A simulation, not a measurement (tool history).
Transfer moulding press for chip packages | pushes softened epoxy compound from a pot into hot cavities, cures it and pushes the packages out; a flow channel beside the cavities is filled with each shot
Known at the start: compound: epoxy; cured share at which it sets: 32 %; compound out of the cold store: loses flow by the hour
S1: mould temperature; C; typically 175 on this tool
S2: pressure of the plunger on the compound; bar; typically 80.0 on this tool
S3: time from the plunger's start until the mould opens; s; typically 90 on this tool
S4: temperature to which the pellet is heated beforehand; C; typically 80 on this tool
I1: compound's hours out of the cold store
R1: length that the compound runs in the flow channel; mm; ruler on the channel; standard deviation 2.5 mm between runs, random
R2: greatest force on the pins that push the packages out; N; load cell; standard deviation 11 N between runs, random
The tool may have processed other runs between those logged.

run,hour,S1,S2,S3,S4,I1,R1,R2
1,0.0,175,80.0,90,80,38.4,535,750
# hour 3.2: cavities cleaned with cleaning compound and waxed
2,11.5,175,80.0,90,80,33.6,547,866
3,22.0,175,80.0,90,80,18.2,574,905
4,33.7,175,80.0,99,80,41.9,529,723
# hour 39.0: cavities cleaned with cleaning compound and waxed, once more
# hour 45.8: plunger's sealing rings changed
5,45.8,175,80.0,90,80,19.6,601,572
6,53.5,170,80.0,90,80,44.2,561,814
7,62.8,170,80.0,90,80,19.8,620,966
8,70.9,170,80.0,90,80,46.0,563,946
9,78.7,171,80.0,90,80,42.4,566,931
10,88.9,171,80.0,90,80,41.3,567,967
# hour 91.4: cavities cleaned with cleaning compound and waxed
11,97.0,171,80.0,90,80,44.2,561,720
12,105.0,171,80.0,90,80,32.8,579,836
13,114.3,175,80.0,90,80,20.8,593,686
14,122.4,175,80.0,90,80,12.3,609,722
15,133.7,175,81.4,114,71,45.7,549,563
16,139.7,173,72.8,90,71,30.6,551,874
# hour 142.3: cavities cleaned with cleaning compound and waxed
17,151.7,180,70.4,122,81,20.2,537,442
18,160.2,180,66.8,122,87,24.0,515,473
19,172.7,180,66.8,122,87,44.6,481,499
20,182.0,178,80.0,107,80,14.0,590,546
# hour 193.3: cavities cleaned with cleaning compound and waxed
21,196.2,175,94.0,110,87,11.9,650,465
22,209.6,175,94.0,110,87,46.3,580,496
23,222.8,168,89.3,76,78,21.7,642,1671
24,230.5,168,89.3,76,78,36.4,603,1736
25,238.7,168,89.3,76,78,47.1,577,1708

Consider 5 possible next runs. They are alternatives, not a sequence: every one starts from the tool as it was left by run 25. What does each give?
# hour 243.3: cavities cleaned with cleaning compound and waxed
A,246.4,173,89.3,80,90,20.9,?,?
# hour 243.3: cavities cleaned with cleaning compound and waxed
B,246.4,176,80.0,90,80,8.4,?,?
# hour 243.3: cavities cleaned with cleaning compound and waxed
C,246.4,168,89.3,87,76,31.0,?,?
# hour 243.3: cavities cleaned with cleaning compound and waxed
D,246.4,173,80.0,114,80,42.3,?,?
# hour 243.3: cavities cleaned with cleaning compound and waxed
E,246.4,170,80.0,90,80,35.8,?,?

run,R1,R2
A,615,823
B,603,582
C,617,1042
D,541,453
E,561,782
Stripped of hidden state, with their random variation kept, the same runs would have yielded:
run,R1,R2
A,635,743
B,622,533
C,636,943
D,558,425
E,579,707

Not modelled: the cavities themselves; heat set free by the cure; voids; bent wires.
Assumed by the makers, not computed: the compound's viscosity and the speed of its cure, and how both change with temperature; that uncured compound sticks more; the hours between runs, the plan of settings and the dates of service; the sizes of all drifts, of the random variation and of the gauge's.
